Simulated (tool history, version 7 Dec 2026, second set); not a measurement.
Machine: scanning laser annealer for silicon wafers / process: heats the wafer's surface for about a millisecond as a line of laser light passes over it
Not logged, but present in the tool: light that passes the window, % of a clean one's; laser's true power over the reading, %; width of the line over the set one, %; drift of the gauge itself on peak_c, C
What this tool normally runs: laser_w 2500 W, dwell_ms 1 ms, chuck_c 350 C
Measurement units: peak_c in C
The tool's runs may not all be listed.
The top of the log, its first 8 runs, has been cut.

run,day,laser_w,dwell_ms,chuck_c,hours of work since the window was cleaned,hours of work since the power meter was calibrated,hours of work since the optics were aligned,peak_c
9,3.204,2500,0.82,350,141,211,1585,1080
10,3.446,2500,0.82,350,145,215,1589,1082
11,4.021,2422,1,350,156,226,1599,1113
12,4.325,2422,1,350,161,231,1605,1112
13,4.838,2422,1,350,170,241,1614,1112
14,5.329,2422,1,336,179,249,1623,1094
15,5.662,2422,1,336,185,255,1629,1095
16,6.079,2422,1,336,193,263,1636,1095
17,6.629,2422,1,336,203,273,1646,1097
# day 7.146: optics aligned, line set to its width
18,7.383,2422,1,336,212,283,4,1089
19,7.746,2500,1,350,219,289,11,1136
20,8.204,2500,1,350,227,297,19,1138
# day 8.717: optics aligned, line set to its width, once more
21,8.867,2594,1.1,389,235,306,3,1291

What will run 22 give?
22,9.304,2398,1.02,389,243,313,11,?

{"run 22": {"peak_c": 1173}}
Without the tool's hidden state the same run would have given peak_c 1191 C.
